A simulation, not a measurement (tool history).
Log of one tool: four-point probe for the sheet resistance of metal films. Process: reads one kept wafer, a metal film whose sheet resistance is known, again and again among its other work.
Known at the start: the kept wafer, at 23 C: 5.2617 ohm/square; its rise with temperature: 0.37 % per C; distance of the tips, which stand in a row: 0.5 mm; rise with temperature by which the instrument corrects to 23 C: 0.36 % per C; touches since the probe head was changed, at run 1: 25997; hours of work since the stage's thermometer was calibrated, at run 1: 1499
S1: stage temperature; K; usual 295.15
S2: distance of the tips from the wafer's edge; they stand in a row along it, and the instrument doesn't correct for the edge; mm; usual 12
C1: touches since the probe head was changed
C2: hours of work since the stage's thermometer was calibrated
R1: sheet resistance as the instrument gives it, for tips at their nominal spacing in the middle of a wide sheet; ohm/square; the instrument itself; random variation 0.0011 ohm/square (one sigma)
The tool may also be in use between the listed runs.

run 1 day=0.000 | S1=295.15 S2=12 | C1=25997 C2=1499 | R1=5.284759
run 2 day=0.642 | S1=295.15 S2=12 | C1=26628 C2=1509 | R1=5.285146
run 3 day=1.508 | S1=295.15 S2=12 | C1=27483 C2=1523 | R1=5.286892
run 4 day=2.312 | S1=308.15 S2=12 | C1=28275 C2=1536 | R1=5.295839
run 5 day=3.125 | S1=295.15 S2=12 | C1=29073 C2=1550 | R1=5.286336
run 6 day=3.850 | S1=295.15 S2=12 | C1=29787 C2=1561 | R1=5.284572
run 7 day=4.896 | S1=295.15 S2=12 | C1=30818 C2=1578 | R1=5.286653
run 8 day=6.042 | S1=295.15 S2=12 | C1=31946 C2=1597 | R1=5.286778
run 9 day=6.779 | S1=295.15 S2=43 | C1=32673 C2=1609 | R1=5.283024
run 10 day=7.758 | S1=295.15 S2=43 | C1=33634 C2=1624 | R1=5.282151
run 11 day=8.517 | S1=295.15 S2=43 | C1=34381 C2=1637 | R1=5.281386
run 12 day=9.175 | S1=295.15 S2=43 | C1=35031 C2=1647 | R1=5.283067
-- day=9.296 stage's thermometer calibrated
run 13 day=9.750 | S1=295.15 S2=43 | C1=35575 C2=7 | R1=5.286953
run 14 day=10.904 | S1=295.15 S2=43 | C1=36711 C2=26 | R1=5.287063
run 15 day=12.079 | S1=292.15 S2=12 | C1=37868 C2=45 | R1=5.289686
-- day=12.188 stage's thermometer calibrated, once more
run 16 day=13.067 | S1=292.15 S2=12 | C1=38823 C2=14 | R1=5.279064
run 17 day=14.233 | S1=295.15 S2=12 | C1=39968 C2=33 | R1=5.283320
run 18 day=15.096 | S1=295.15 S2=12 | C1=40821 C2=47 | R1=5.282746
run 19 day=15.900 | S1=296.15 S2=12 | C1=41609 C2=60 | R1=5.285833
run 20 day=16.667 | S1=296.15 S2=12 | C1=42364 C2=72 | R1=5.284494
run 21 day=17.829 | S1=296.15 S2=12 | C1=43509 C2=91 | R1=5.284736
run 22 day=18.492 | S1=300.15 S2=12 | C1=44164 C2=102 | R1=5.289877
run 23 day=19.138 | S1=296.15 S2=4 | C1=44797 C2=112 | R1=5.324085
run 24 day=19.842 | S1=303.15 S2=9 | C1=45492 C2=124 | R1=5.294229
run 25 day=20.517 | S1=295.15 S2=75 | C1=46158 C2=135 | R1=5.279131
run 26 day=21.512 | S1=306.15 S2=57 | C1=47138 C2=151 | R1=5.290530
run 27 day=22.154 | S1=306.15 S2=57 | C1=47770 C2=161 | R1=5.289684
run 28 day=22.933 | S1=293.15 S2=29 | C1=48535 C2=173 | R1=5.280049
run 29 day=23.454 | S1=293.15 S2=29 | C1=49051 C2=182 | R1=5.280571
run 30 day=24.358 | S1=293.15 S2=29 | C1=49938 C2=196 | R1=5.279596
run 31 day=25.554 | S1=293.15 S2=29 | C1=51117 C2=216 | R1=5.281370
run 32 day=26.142 | S1=294.15 S2=12 | C1=51696 C2=225 | R1=5.284273
run 33 day=27.092 | S1=291.15 S2=60 | C1=52630 C2=241 | R1=5.279122
run 34 day=28.229 | S1=301.15 S2=39 | C1=53749 C2=259 | R1=5.288584
run 35 day=29.467 | S1=301.15 S2=39 | C1=54967 C2=279 | R1=5.289629
run 36 day=30.412 | S1=301.15 S2=39 | C1=55898 C2=294 | R1=5.287875
run 37 day=31.471 | S1=308.15 S2=59 | C1=56941 C2=311 | R1=5.294551
run 38 day=32.292 | S1=294.15 S2=59 | C1=57749 C2=325 | R1=5.283387
run 39 day=33.158 | S1=293.15 S2=9 | C1=58603 C2=339 | R1=5.290953
run 40 day=34.188 | S1=295.15 S2=9 | C1=59616 C2=355 | R1=5.293947
run 41 day=34.688 | S1=306.15 S2=9 | C1=60110 C2=363 | R1=5.300405

3 ways to go on from here, each from the tool as it stands after run 41. What would each give?
run A day=35.508 | S1=301.15 S2=4 | C1=60919 C2=377 | R1=?
run B day=35.508 | S1=306.15 S2=42 | C1=60919 C2=377 | R1=?
run C day=35.508 | S1=301.15 S2=9 | C1=60919 C2=377 | R1=?

run=A R1=5.335160
run=B R1=5.295319
run=C R1=5.298187
Without the tool's hidden state the same runs would have given:
run=A R1=5.310949
run=B R1=5.271283
run=C R1=5.274132
